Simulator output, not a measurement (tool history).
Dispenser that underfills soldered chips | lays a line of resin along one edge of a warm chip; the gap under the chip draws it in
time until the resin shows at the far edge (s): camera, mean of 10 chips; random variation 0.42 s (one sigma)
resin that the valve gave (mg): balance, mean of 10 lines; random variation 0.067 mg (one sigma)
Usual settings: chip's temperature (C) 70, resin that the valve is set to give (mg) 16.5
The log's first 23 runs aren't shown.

run,hour,chip's temperature (C),resin that the valve is set to give (mg),time until the resin shows at the far edge (s),resin that the valve gave (mg)
# hour 98.7: new syringe of resin
24,98.7,60,16.9,51.1,16.47
25,101.9,78,16.6,24.9,16.09
# hour 106.5: new syringe of resin
26,107.5,82,15.8,19.1,15.35
27,110.4,61,14.8,63.9,14.27
# hour 114.7: new syringe of resin
28,116.6,60,15.6,57.8,15.00
29,120.1,81,17.8,24.3,17.16
# hour 122.5: new syringe of resin
30,123.1,65,16.5,41.3,15.84
31,126.1,65,16.5,49.7,15.76
# hour 130.6: new syringe of resin
32,130.6,80,16.5,20.0,15.84
33,134.0,80,16.5,24.0,15.82
34,137.5,56,16.5,94.5,15.63
# hour 138.8: new syringe of resin
# hour 139.8: dispensing valve cleaned and set on the balance
35,143.9,55,14.6,87.0,14.71
# hour 147.6: new syringe of resin
36,148.8,55,14.6,74.6,14.53

Forecast each of these 3 alternatives for the next run:
A,154.0,70,16.7,?,?
B,154.0,85,14.7,?,?
C,154.0,69,16.9,?,?

run,time until the resin shows at the far edge (s),resin that the valve gave (mg)
A,44.0,16.59
B,23.1,14.74
C,46.4,16.72
Without the tool's hidden state the same runs would have given:
run,time until the resin shows at the far edge (s),resin that the valve gave (mg)
A,29.9,16.68
B,15.8,14.81
C,31.4,16.81
